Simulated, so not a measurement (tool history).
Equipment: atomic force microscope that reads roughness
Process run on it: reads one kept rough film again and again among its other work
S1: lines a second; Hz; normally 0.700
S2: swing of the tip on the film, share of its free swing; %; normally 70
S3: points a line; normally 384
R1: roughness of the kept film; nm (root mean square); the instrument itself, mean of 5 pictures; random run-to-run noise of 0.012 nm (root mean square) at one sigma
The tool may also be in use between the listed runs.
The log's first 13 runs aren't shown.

run	hour	S1	S2	S3	R1
14	519.3	0.700	59	384	1.722
# hour 557.0: new tip fitted
15	561.9	0.700	70	384	2.639
16	587.1	0.700	70	384	2.144
17	618.9	0.700	70	1002	1.783
# hour 667.6: new tip fitted
18	667.6	0.700	70	384	2.708
19	710.2	0.700	70	384	1.987
# hour 723.4: height scale calibrated on a step standard, once more
20	743.2	0.700	70	384	1.666
# hour 781.6: new tip fitted
21	784.4	0.700	70	384	2.590
22	832.3	2.069	61	338	1.824
23	861.4	2.895	66	338	1.500
# hour 891.8: new tip fitted
24	908.6	1.184	78	267	2.120
25	941.3	1.184	78	267	1.715
26	968.0	0.700	89	417	1.549
# hour 1004.9: new tip fitted
27	1024.9	0.700	68	384	2.321
28	1057.9	0.700	68	384	1.844

Expected results for the next run?
29	1090.9	1.050	59	395	?

R1: 1.547 nm (root mean square)
On a tool with no hidden condition, and with the same random variation, this run would have come out at R1 2.736 nm (root mean square).

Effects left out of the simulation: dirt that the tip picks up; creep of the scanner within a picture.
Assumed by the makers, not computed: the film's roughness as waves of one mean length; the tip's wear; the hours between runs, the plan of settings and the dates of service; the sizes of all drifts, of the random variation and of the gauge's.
